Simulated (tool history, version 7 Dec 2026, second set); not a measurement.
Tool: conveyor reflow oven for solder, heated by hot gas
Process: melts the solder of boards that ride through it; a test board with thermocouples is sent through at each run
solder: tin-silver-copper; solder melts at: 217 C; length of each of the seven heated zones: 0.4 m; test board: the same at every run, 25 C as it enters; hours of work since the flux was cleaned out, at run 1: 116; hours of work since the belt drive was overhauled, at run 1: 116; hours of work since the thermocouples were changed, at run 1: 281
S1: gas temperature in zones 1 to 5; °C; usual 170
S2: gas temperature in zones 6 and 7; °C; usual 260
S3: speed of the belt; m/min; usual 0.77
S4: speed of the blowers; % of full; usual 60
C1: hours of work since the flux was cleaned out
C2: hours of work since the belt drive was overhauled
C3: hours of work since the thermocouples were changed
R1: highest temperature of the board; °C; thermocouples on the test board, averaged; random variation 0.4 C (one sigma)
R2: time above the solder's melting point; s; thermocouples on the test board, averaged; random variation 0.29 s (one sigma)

run 1 hour=0 | S1=170 S2=260 S3=0.77 S4=60 | C1=116 C2=116 C3=281 | R1=247 R2=43.5
run 2 hour=8.4 | S1=170 S2=260 S3=0.77 S4=60 | C1=121 C2=121 C3=286 | R1=248.1 R2=43.6
run 3 hour=17.2 | S1=170 S2=260 S3=0.77 S4=60 | C1=127 C2=127 C3=293 | R1=246.8 R2=43.3
run 4 hour=23.1 | S1=170 S2=260 S3=0.77 S4=60 | C1=132 C2=132 C3=297 | R1=248.1 R2=43.7
run 5 hour=28.4 | S1=170 S2=260 S3=0.77 S4=60 | C1=135 C2=135 C3=300 | R1=247.7 R2=44.1
run 6 hour=34.4 | S1=170 S2=260 S3=0.77 S4=53 | C1=139 C2=139 C3=304 | R1=246.3 R2=41.7
run 7 hour=40.9 | S1=170 S2=260 S3=0.77 S4=60 | C1=144 C2=144 C3=309 | R1=247.6 R2=43.7
run 8 hour=50.1 | S1=170 S2=260 S3=0.77 S4=60 | C1=150 C2=150 C3=315 | R1=247.2 R2=43
run 9 hour=59.1 | S1=170 S2=260 S3=0.77 S4=60 | C1=156 C2=156 C3=321 | R1=247.9 R2=43.7
run 10 hour=66.3 | S1=170 S2=260 S3=0.77 S4=60 | C1=161 C2=161 C3=326 | R1=247.3 R2=43
run 11 hour=70.7 | S1=170 S2=260 S3=0.77 S4=60 | C1=164 C2=164 C3=329 | R1=247.4 R2=43.5
run 12 hour=76 | S1=170 S2=260 S3=0.77 S4=60 | C1=168 C2=168 C3=333 | R1=248.3 R2=43.5
run 13 hour=80.1 | S1=170 S2=260 S3=0.77 S4=60 | C1=171 C2=171 C3=336 | R1=247.9 R2=43.3
run 14 hour=86.4 | S1=170 S2=260 S3=0.77 S4=60 | C1=175 C2=175 C3=340 | R1=247.9 R2=43.5
run 15 hour=93.1 | S1=184 S2=260 S3=0.77 S4=60 | C1=180 C2=180 C3=345 | R1=249.8 R2=49.3
run 16 hour=98.9 | S1=159 S2=261 S3=0.735 S4=82 | C1=184 C2=184 C3=349 | R1=251.4 R2=47.2
run 17 hour=107.8 | S1=159 S2=256 S3=0.86 S4=82 | C1=190 C2=190 C3=355 | R1=244.1 R2=34.3
-- hour=113.7 flux residue cleaned out of gas plates and filters
run 18 hour=117.6 | S1=169 S2=274 S3=0.805 S4=52 | C1=3 C2=193 C3=358 | R1=255.4 R2=45.1
run 19 hour=125.4 | S1=156 S2=252 S3=0.881 S4=78 | C1=8 C2=198 C3=363 | R1=237.3 R2=28.8
run 20 hour=132.6 | S1=161 S2=272 S3=0.881 S4=84 | C1=13 C2=203 C3=368 | R1=257.8 R2=40.6
run 21 hour=138.9 | S1=172 S2=257 S3=0.918 S4=79 | C1=17 C2=208 C3=373 | R1=244.2 R2=34.1
run 22 hour=144.3 | S1=184 S2=272 S3=0.918 S4=57 | C1=21 C2=211 C3=377 | R1=253.8 R2=42.1
run 23 hour=148.9 | S1=175 S2=272 S3=0.875 S4=74 | C1=24 C2=215 C3=380 | R1=257.3 R2=44.4
-- hour=157.1 flux residue cleaned out of gas plates and filters, once more
run 24 hour=159.8 | S1=175 S2=272 S3=0.886 S4=69 | C1=2 C2=219 C3=384 | R1=257.8 R2=43.8
run 25 hour=164.6 | S1=170 S2=259 S3=0.883 S4=89 | C1=5 C2=222 C3=387 | R1=248.7 R2=39.3
run 26 hour=172.6 | S1=170 S2=259 S3=0.883 S4=89 | C1=11 C2=227 C3=393 | R1=248.9 R2=39.5

Some steps in R1 between neighbouring runs. How much of each would the tool show without its hidden state too (settings, what came in, random variation), and how much is left for the hidden state, with any gauge scatter that isn't in both results?
The hidden state here: heat that the gas passes to the board, % of a clean oven's; belt's true speed, % of the reading; true gas temperature in zones 6 and 7 over the reading, C; drift of the gauge itself on peak_c, C; drift of the gauge itself on liquid_s, %.
Run 18 -> 19: S1 169 -> 156, S2 274 -> 252, S3 0.805 -> 0.881, S4 52 -> 78. R1 -18.1 °C: hidden state -0.4, all else -17.7.
Run 19 -> 20: S1 156 -> 161, S2 252 -> 272, S4 78 -> 84. R1 +20.5 °C: hidden state -0.1, all else +20.6.
Run 23 -> 24: S3 0.875 -> 0.886, S4 74 -> 69, flux residue cleaned out of gas plates and filters, once more. R1 +0.5 °C: hidden state +1.2, all else -0.7.

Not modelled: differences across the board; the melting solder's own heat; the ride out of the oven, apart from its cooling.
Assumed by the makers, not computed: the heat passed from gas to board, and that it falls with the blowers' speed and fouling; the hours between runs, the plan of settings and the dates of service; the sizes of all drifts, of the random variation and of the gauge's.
